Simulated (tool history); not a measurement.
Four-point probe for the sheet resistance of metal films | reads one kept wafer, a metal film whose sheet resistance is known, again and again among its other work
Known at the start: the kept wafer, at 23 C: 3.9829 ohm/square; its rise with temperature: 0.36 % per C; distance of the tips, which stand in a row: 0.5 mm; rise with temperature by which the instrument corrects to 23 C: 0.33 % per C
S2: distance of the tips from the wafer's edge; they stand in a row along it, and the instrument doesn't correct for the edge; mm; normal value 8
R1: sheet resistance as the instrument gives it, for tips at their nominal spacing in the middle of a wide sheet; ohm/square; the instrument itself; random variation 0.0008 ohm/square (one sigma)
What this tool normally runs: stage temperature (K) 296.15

{"run": 1, "hour": 0.0, "stage temperature (K)": 296.15, "S2": 8, "R1": 3.990754}
{"run": 2, "hour": 38.2, "stage temperature (K)": 295.15, "S2": 8, "R1": 3.98928}
{"run": 3, "hour": 83.5, "stage temperature (K)": 296.15, "S2": 7, "R1": 3.993421}
{"run": 4, "hour": 120.6, "stage temperature (K)": 296.15, "S2": 7, "R1": 3.991557}
{"run": 5, "hour": 168.1, "stage temperature (K)": 296.15, "S2": 8, "R1": 3.99029}
{"run": 6, "hour": 213.8, "stage temperature (K)": 296.15, "S2": 8, "R1": 3.991433}
{"run": 7, "hour": 249.6, "stage temperature (K)": 292.15, "S2": 8, "R1": 3.986011}
{"run": 8, "hour": 289.6, "stage temperature (K)": 292.15, "S2": 8, "R1": 3.986149}
{"run": 9, "hour": 337.1, "stage temperature (K)": 292.15, "S2": 8, "R1": 3.987088}
{"run": 10, "hour": 362.7, "stage temperature (K)": 292.15, "S2": 8, "R1": 3.985979}
{"run": 11, "hour": 410.1, "stage temperature (K)": 302.15, "S2": 14, "R1": 3.990579}
{"run": 12, "hour": 443.2, "stage temperature (K)": 302.15, "S2": 14, "R1": 3.990269}
{"run": 13, "hour": 494.3, "stage temperature (K)": 295.15, "S2": 27, "R1": 3.98286}
{"run": 14, "hour": 546.7, "stage temperature (K)": 297.15, "S2": 12, "R1": 3.986617}
{"run": 15, "hour": 600.8, "stage temperature (K)": 302.15, "S2": 12, "R1": 3.992058}
{"run": 16, "hour": 640.7, "stage temperature (K)": 294.15, "S2": 26, "R1": 3.982182}
{"run": 17, "hour": 677.4, "stage temperature (K)": 294.15, "S2": 26, "R1": 3.980742}

Each row is a separate what-if for the run after 17, all from the same tool condition, not one after another. Results?
{"run": "A", "hour": 727.6, "stage temperature (K)": 298.15, "S2": 8, "R1": "?"}
{"run": "B", "hour": 727.6, "stage temperature (K)": 296.15, "S2": 25, "R1": "?"}
{"run": "C", "hour": 727.6, "stage temperature (K)": 294.15, "S2": 49, "R1": "?"}

run=A R1=3.99212
run=B R1=3.982894
run=C R1=3.980437
The same runs, with their run-to-run variation unchanged, on a tool lacking any hidden condition would have given:
run=A R1=3.992818
run=B R1=3.983591
run=C R1=3.981134

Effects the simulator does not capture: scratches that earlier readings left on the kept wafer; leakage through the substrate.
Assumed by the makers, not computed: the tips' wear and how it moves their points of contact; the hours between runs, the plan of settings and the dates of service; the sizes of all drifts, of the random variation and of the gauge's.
